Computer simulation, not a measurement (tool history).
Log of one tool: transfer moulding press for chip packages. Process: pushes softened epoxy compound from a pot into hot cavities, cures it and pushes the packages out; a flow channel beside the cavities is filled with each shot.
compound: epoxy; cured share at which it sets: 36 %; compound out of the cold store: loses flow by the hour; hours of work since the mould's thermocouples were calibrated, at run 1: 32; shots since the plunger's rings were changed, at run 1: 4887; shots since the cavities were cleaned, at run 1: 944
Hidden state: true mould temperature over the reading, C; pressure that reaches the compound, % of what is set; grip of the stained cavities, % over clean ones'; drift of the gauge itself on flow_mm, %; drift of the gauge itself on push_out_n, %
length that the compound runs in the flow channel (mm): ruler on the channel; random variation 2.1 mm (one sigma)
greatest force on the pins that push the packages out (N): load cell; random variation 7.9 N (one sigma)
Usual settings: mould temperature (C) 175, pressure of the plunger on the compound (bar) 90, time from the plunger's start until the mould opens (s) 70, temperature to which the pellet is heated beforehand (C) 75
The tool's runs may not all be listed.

run	hour	mould temperature (C)	pressure of the plunger on the compound (bar)	time from the plunger's start until the mould opens (s)	temperature to which the pellet is heated beforehand (C)	hours of work since the mould's thermocouples were calibrated	shots since the plunger's rings were changed	shots since the cavities were cleaned	incoming compound's hours out of the cold store	length that the compound runs in the flow channel (mm)	greatest force on the pins that push the packages out (N)
1	0	175	90	70	75	32	4887	944	48	564	652
2	8.2	175	90	70	75	36	4968	1025	40.9	586	632
# hour 20.3: cavities cleaned with cleaning compound and waxed
3	23.8	175	87.2	70	75	43	5107	34	47.3	557	354
4	38.6	175	87.2	70	75	49	5253	180	44.4	563	423
5	46.5	175	87.2	70	75	53	5330	257	26.5	609	488
6	54.9	175	87.2	70	75	57	5413	340	22.8	617	521
7	64	175	87.2	79	75	61	5504	431	14.4	640	448
8	70.6	175	87.2	79	75	64	5569	496	47.2	557	469
9	82.8	175	87.2	79	75	69	5688	615	30.1	599	499
10	96.6	175	91.8	70	74	76	5825	752	16.5	649	638
11	105	175	90	107	75	79	5907	834	38.4	584	469
12	114.7	171	69.3	70	75	84	6003	930	40.7	515	806
13	124.1	175	84.9	92	75	88	6096	1023	35.2	577	516
# hour 136.2: cavities cleaned with cleaning compound and waxed
14	137.6	170	106.1	64	75	93	6214	14	40.1	637	573
# hour 147.2: plunger's sealing rings changed
15	147.3	176	96.1	98	79	97	1	85	40.4	631	302
16	154.9	175	90	59	75	100	76	160	43.5	601	612

Run 17 comes next. What will it give?
17	165.9	181	90.7	59	78	105	184	268	47.5	?	?

length that the compound runs in the flow channel (mm): 584
greatest force on the pins that push the packages out (N): 482
Without the tool's hidden state the same run would have given length that the compound runs in the flow channel (mm) 586, greatest force on the pins that push the packages out (N) 342.

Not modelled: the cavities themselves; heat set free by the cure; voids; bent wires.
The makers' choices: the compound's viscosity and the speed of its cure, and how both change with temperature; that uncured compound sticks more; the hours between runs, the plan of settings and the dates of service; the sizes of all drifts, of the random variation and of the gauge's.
